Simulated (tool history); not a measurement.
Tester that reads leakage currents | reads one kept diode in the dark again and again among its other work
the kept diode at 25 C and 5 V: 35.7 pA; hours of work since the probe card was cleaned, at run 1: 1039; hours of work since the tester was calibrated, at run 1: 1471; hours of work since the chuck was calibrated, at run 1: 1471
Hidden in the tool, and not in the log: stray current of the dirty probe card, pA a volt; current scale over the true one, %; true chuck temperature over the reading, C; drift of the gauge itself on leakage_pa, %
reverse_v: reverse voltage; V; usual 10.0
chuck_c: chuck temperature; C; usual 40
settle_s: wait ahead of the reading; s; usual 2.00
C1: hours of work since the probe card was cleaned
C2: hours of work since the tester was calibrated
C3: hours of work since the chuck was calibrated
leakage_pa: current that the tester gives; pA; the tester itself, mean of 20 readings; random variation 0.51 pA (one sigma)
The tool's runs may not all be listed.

{"run": 1, "day": 0.0, "reverse_v": 10.0, "chuck_c": 40, "settle_s": 2.0, "C1": 1039, "C2": 1471, "C3": 1471, "leakage_pa": 199.77}
{"run": 2, "day": 3.154, "reverse_v": 10.0, "chuck_c": 40, "settle_s": 2.0, "C1": 1083, "C2": 1516, "C3": 1516, "leakage_pa": 201.79}
{"run": 3, "day": 7.762, "reverse_v": 10.0, "chuck_c": 40, "settle_s": 2.0, "C1": 1149, "C2": 1581, "C3": 1581, "leakage_pa": 202.84}
{"run": 4, "day": 9.962, "reverse_v": 10.0, "chuck_c": 40, "settle_s": 2.0, "C1": 1180, "C2": 1613, "C3": 1613, "leakage_pa": 203.32}
{"run": 5, "day": 13.246, "reverse_v": 10.0, "chuck_c": 40, "settle_s": 2.0, "C1": 1227, "C2": 1659, "C3": 1659, "leakage_pa": 203.4}
{"day": 16.721, "done": "probe card cleaned and baked"}
{"run": 6, "day": 17.488, "reverse_v": 10.0, "chuck_c": 40, "settle_s": 2.0, "C1": 11, "C2": 1718, "C3": 1718, "leakage_pa": 194.3}
{"run": 7, "day": 21.542, "reverse_v": 10.0, "chuck_c": 40, "settle_s": 2.0, "C1": 69, "C2": 1776, "C3": 1776, "leakage_pa": 193.46}
{"run": 8, "day": 25.133, "reverse_v": 10.0, "chuck_c": 40, "settle_s": 2.0, "C1": 120, "C2": 1827, "C3": 1827, "leakage_pa": 195.29}
{"run": 9, "day": 28.542, "reverse_v": 10.0, "chuck_c": 40, "settle_s": 2.0, "C1": 168, "C2": 1875, "C3": 1875, "leakage_pa": 195.91}
{"run": 10, "day": 32.4, "reverse_v": 10.0, "chuck_c": 40, "settle_s": 2.0, "C1": 223, "C2": 1930, "C3": 1930, "leakage_pa": 196.73}
{"run": 11, "day": 36.129, "reverse_v": 10.0, "chuck_c": 40, "settle_s": 2.0, "C1": 276, "C2": 1983, "C3": 1983, "leakage_pa": 198.47}
{"run": 12, "day": 40.008, "reverse_v": 15.7, "chuck_c": 40, "settle_s": 2.0, "C1": 331, "C2": 2038, "C3": 2038, "leakage_pa": 232.89}
{"run": 13, "day": 42.154, "reverse_v": 15.7, "chuck_c": 40, "settle_s": 2.0, "C1": 362, "C2": 2069, "C3": 2069, "leakage_pa": 234.62}
{"day": 42.592, "done": "tester calibrated"}
{"run": 14, "day": 45.017, "reverse_v": 15.7, "chuck_c": 40, "settle_s": 2.0, "C1": 401, "C2": 34, "C3": 2108, "leakage_pa": 231.66}
{"day": 46.162, "done": "chuck's temperature calibrated"}
{"run": 15, "day": 49.542, "reverse_v": 15.7, "chuck_c": 40, "settle_s": 2.0, "C1": 464, "C2": 98, "C3": 48, "leakage_pa": 201.8}
{"run": 16, "day": 52.667, "reverse_v": 15.7, "chuck_c": 40, "settle_s": 2.0, "C1": 509, "C2": 142, "C3": 92, "leakage_pa": 202.7}
{"run": 17, "day": 55.896, "reverse_v": 15.7, "chuck_c": 40, "settle_s": 2.0, "C1": 554, "C2": 188, "C3": 138, "leakage_pa": 204.73}
{"run": 18, "day": 59.542, "reverse_v": 15.7, "chuck_c": 40, "settle_s": 2.0, "C1": 606, "C2": 240, "C3": 190, "leakage_pa": 206.22}
{"run": 19, "day": 61.579, "reverse_v": 10.0, "chuck_c": 40, "settle_s": 7.75, "C1": 635, "C2": 269, "C3": 219, "leakage_pa": 176.13}
{"run": 20, "day": 65.0, "reverse_v": 10.0, "chuck_c": 40, "settle_s": 7.75, "C1": 684, "C2": 317, "C3": 268, "leakage_pa": 177.37}
{"run": 21, "day": 67.321, "reverse_v": 10.0, "chuck_c": 40, "settle_s": 7.75, "C1": 717, "C2": 350, "C3": 301, "leakage_pa": 177.98}
{"run": 22, "day": 70.6, "reverse_v": 10.0, "chuck_c": 40, "settle_s": 6.35, "C1": 763, "C2": 397, "C3": 347, "leakage_pa": 178.96}
{"run": 23, "day": 74.796, "reverse_v": 10.0, "chuck_c": 40, "settle_s": 2.01, "C1": 823, "C2": 457, "C3": 407, "leakage_pa": 181.01}
{"run": 24, "day": 77.254, "reverse_v": 10.0, "chuck_c": 27, "settle_s": 1.86, "C1": 858, "C2": 491, "C3": 442, "leakage_pa": 65.4}
{"run": 25, "day": 80.017, "reverse_v": 10.0, "chuck_c": 27, "settle_s": 1.86, "C1": 897, "C2": 531, "C3": 481, "leakage_pa": 66.22}
{"run": 26, "day": 84.571, "reverse_v": 7.7, "chuck_c": 40, "settle_s": 5.09, "C1": 962, "C2": 595, "C3": 546, "leakage_pa": 167.81}
{"run": 27, "day": 88.288, "reverse_v": 3.9, "chuck_c": 30, "settle_s": 5.09, "C1": 1015, "C2": 648, "C3": 599, "leakage_pa": 59.27}
{"run": 28, "day": 90.962, "reverse_v": 3.4, "chuck_c": 39, "settle_s": 5.09, "C1": 1053, "C2": 686, "C3": 637, "leakage_pa": 119.16}
{"run": 29, "day": 94.529, "reverse_v": 10.0, "chuck_c": 40, "settle_s": 0.33, "C1": 1104, "C2": 737, "C3": 687, "leakage_pa": 194.65}
{"run": 30, "day": 99.021, "reverse_v": 2.4, "chuck_c": 40, "settle_s": 0.47, "C1": 1167, "C2": 801, "C3": 751, "leakage_pa": 116.97}
{"run": 31, "day": 102.233, "reverse_v": 1.1, "chuck_c": 38, "settle_s": 3.07, "C1": 1213, "C2": 847, "C3": 797, "leakage_pa": 76.53}
{"day": 106.529, "done": "probe card cleaned and baked"}
{"run": 32, "day": 107.029, "reverse_v": 1.1, "chuck_c": 38, "settle_s": 3.07, "C1": 7, "C2": 913, "C3": 863, "leakage_pa": 75.61}
{"run": 33, "day": 110.179, "reverse_v": 13.1, "chuck_c": 40, "settle_s": 1.95, "C1": 52, "C2": 958, "C3": 908, "leakage_pa": 194.37}
{"run": 34, "day": 112.975, "reverse_v": 1.1, "chuck_c": 34, "settle_s": 0.56, "C1": 92, "C2": 997, "C3": 948, "leakage_pa": 54.57}
{"run": 35, "day": 117.5, "reverse_v": 1.6, "chuck_c": 34, "settle_s": 0.92, "C1": 156, "C2": 1062, "C3": 1012, "leakage_pa": 61.47}
{"run": 36, "day": 120.558, "reverse_v": 1.6, "chuck_c": 34, "settle_s": 0.92, "C1": 199, "C2": 1105, "C3": 1056, "leakage_pa": 61.99}
{"run": 37, "day": 124.5, "reverse_v": 5.7, "chuck_c": 49, "settle_s": 0.92, "C1": 255, "C2": 1161, "C3": 1112, "leakage_pa": 319.62}
{"run": 38, "day": 127.721, "reverse_v": 10.0, "chuck_c": 21, "settle_s": 8.99, "C1": 301, "C2": 1207, "C3": 1157, "leakage_pa": 36.66}
{"run": 39, "day": 130.575, "reverse_v": 10.0, "chuck_c": 21, "settle_s": 8.99, "C1": 342, "C2": 1248, "C3": 1198, "leakage_pa": 37.4}
{"run": 40, "day": 134.533, "reverse_v": 10.0, "chuck_c": 40, "settle_s": 3.71, "C1": 398, "C2": 1304, "C3": 1254, "leakage_pa": 187.26}
{"run": 41, "day": 136.579, "reverse_v": 10.0, "chuck_c": 40, "settle_s": 3.71, "C1": 427, "C2": 1333, "C3": 1283, "leakage_pa": 187.84}

Hidden state at the last listed run before each entry between runs and at the first one after, where it differs:
Between runs 5 and 6: probe card cleaned and baked (day 16.721)
  stray current of the dirty probe card, pA a volt: 1.282 -> 0.036; current scale over the true one, %: 0.92 -> 0.95; true chuck temperature over the reading, C: 1.49 -> 1.53
  measured less the result without the state, leakage_pa: +36.39 -> +25.00 pA
Between runs 13 and 14: tester calibrated (day 42.592)
  stray current of the dirty probe card, pA a volt: 0.413 -> 0.454; current scale over the true one, %: 1.17 -> -0.03; true chuck temperature over the reading, C: 1.8 -> 1.83
  measured less the result without the state, leakage_pa: +40.15 -> +38.36 pA
Between runs 14 and 15: chuck's temperature calibrated (day 46.162)
  stray current of the dirty probe card, pA a volt: 0.454 -> 0.522; current scale over the true one, %: -0.03 -> 0.01; true chuck temperature over the reading, C: 1.83 -> 0.02
  measured less the result without the state, leakage_pa: +38.36 -> +8.18 pA
Between runs 31 and 32: probe card cleaned and baked (day 106.529)
  stray current of the dirty probe card, pA a volt: 1.351 -> 0.029; current scale over the true one, %: 0.47 -> 0.51; true chuck temperature over the reading, C: 0.58 -> 0.64
  measured less the result without the state, leakage_pa: +5.43 -> +4.35 pA

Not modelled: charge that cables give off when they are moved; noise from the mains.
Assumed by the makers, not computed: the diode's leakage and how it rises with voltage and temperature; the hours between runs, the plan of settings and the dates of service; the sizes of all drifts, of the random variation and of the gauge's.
